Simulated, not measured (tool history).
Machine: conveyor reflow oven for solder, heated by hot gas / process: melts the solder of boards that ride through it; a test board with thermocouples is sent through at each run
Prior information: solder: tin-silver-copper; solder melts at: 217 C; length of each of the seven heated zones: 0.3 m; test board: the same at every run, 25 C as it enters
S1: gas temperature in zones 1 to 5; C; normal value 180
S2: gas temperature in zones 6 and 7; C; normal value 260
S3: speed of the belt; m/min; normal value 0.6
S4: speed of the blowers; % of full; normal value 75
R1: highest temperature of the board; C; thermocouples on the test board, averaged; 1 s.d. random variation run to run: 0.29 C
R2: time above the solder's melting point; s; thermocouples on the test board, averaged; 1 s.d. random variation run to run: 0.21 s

{"run": 1, "hour": 0.0, "S1": 180, "S2": 260, "S3": 0.6, "S4": 75, "R1": 248, "R2": 44.3}
{"run": 2, "hour": 10.0, "S1": 168, "S2": 260, "S3": 0.6, "S4": 75, "R1": 246.6, "R2": 39.3}
{"run": 3, "hour": 18.8, "S1": 168, "S2": 260, "S3": 0.6, "S4": 75, "R1": 245.8, "R2": 39.4}
{"run": 4, "hour": 34.8, "S1": 168, "S2": 260, "S3": 0.6, "S4": 75, "R1": 245.4, "R2": 39.6}
{"run": 5, "hour": 46.3, "S1": 180, "S2": 260, "S3": 0.6, "S4": 75, "R1": 247.8, "R2": 44.3}
{"run": 6, "hour": 59.0, "S1": 180, "S2": 260, "S3": 0.6, "S4": 75, "R1": 248.2, "R2": 44.5}
{"hour": 68.6, "done": "flux residue cleaned out of gas plates and filters"}
{"run": 7, "hour": 72.1, "S1": 180, "S2": 260, "S3": 0.6, "S4": 75, "R1": 246.3, "R2": 42.7}
{"run": 8, "hour": 79.5, "S1": 180, "S2": 260, "S3": 0.6, "S4": 75, "R1": 246.6, "R2": 42.6}
{"run": 9, "hour": 88.9, "S1": 180, "S2": 260, "S3": 0.6, "S4": 75, "R1": 247, "R2": 42.7}
{"run": 10, "hour": 97.7, "S1": 180, "S2": 260, "S3": 0.6, "S4": 75, "R1": 246.1, "R2": 43}
{"run": 11, "hour": 110.6, "S1": 180, "S2": 260, "S3": 0.6, "S4": 75, "R1": 246.4, "R2": 42.7}
{"hour": 125.6, "done": "flux residue cleaned out of gas plates and filters, once more"}
{"run": 12, "hour": 130.4, "S1": 183, "S2": 260, "S3": 0.6, "S4": 75, "R1": 250, "R2": 47.5}
{"run": 13, "hour": 146.9, "S1": 180, "S2": 260, "S3": 0.6, "S4": 75, "R1": 250.1, "R2": 46.1}
{"run": 14, "hour": 155.6, "S1": 180, "S2": 260, "S3": 0.6, "S4": 75, "R1": 250.1, "R2": 46}
{"run": 15, "hour": 170.6, "S1": 168, "S2": 252, "S3": 0.578, "S4": 52, "R1": 236, "R2": 31.4}
{"run": 16, "hour": 179.8, "S1": 169, "S2": 260, "S3": 0.6, "S4": 78, "R1": 249.4, "R2": 42.6}
{"run": 17, "hour": 189.0, "S1": 169, "S2": 260, "S3": 0.6, "S4": 54, "R1": 242.7, "R2": 35.8}
{"run": 18, "hour": 205.3, "S1": 180, "S2": 260, "S3": 0.595, "S4": 75, "R1": 250, "R2": 46.7}
{"run": 19, "hour": 219.8, "S1": 193, "S2": 263, "S3": 0.658, "S4": 52, "R1": 246.1, "R2": 41.6}
{"run": 20, "hour": 234.7, "S1": 186, "S2": 263, "S3": 0.658, "S4": 52, "R1": 244.6, "R2": 38.6}
{"run": 21, "hour": 251.2, "S1": 192, "S2": 260, "S3": 0.6, "S4": 75, "R1": 252, "R2": 51.3}
{"run": 22, "hour": 263.4, "S1": 192, "S2": 263, "S3": 0.6, "S4": 75, "R1": 255, "R2": 53.1}
{"run": 23, "hour": 273.4, "S1": 168, "S2": 260, "S3": 0.525, "S4": 77, "R1": 251.9, "R2": 51.4}
{"run": 24, "hour": 287.6, "S1": 168, "S2": 260, "S3": 0.525, "S4": 77, "R1": 252.3, "R2": 51.3}
{"run": 25, "hour": 300.5, "S1": 168, "S2": 260, "S3": 0.525, "S4": 77, "R1": 252.2, "R2": 51.3}
{"run": 26, "hour": 312.0, "S1": 168, "S2": 260, "S3": 0.591, "S4": 56, "R1": 243.3, "R2": 37.7}
{"hour": 322.8, "done": "thermocouples of zones 6 and 7 changed"}
{"run": 27, "hour": 328.9, "S1": 181, "S2": 259, "S3": 0.591, "S4": 55, "R1": 241.8, "R2": 40.8}
{"run": 28, "hour": 336.6, "S1": 194, "S2": 261, "S3": 0.708, "S4": 71, "R1": 246, "R2": 39.7}

3 ways to go on from here, each from the tool as it stands after run 28. What would each give?
{"run": "A", "hour": 354.4, "S1": 194, "S2": 266, "S3": 0.708, "S4": 73, "R1": "?", "R2": "?"}
{"run": "B", "hour": 354.4, "S1": 180, "S2": 248, "S3": 0.556, "S4": 75, "R1": "?", "R2": "?"}
{"run": "C", "hour": 354.4, "S1": 194, "S2": 260, "S3": 0.601, "S4": 65, "R1": "?", "R2": "?"}

run=A R1=250.2 R2=42.5
run=B R1=238.8 R2=42.4
run=C R1=247.8 R2=49.4
Had the tool no hidden state, the same runs would have come out as:
run=A R1=250.7 R2=42.7
run=B R1=239.2 R2=42.8
run=C R1=248.1 R2=49.5

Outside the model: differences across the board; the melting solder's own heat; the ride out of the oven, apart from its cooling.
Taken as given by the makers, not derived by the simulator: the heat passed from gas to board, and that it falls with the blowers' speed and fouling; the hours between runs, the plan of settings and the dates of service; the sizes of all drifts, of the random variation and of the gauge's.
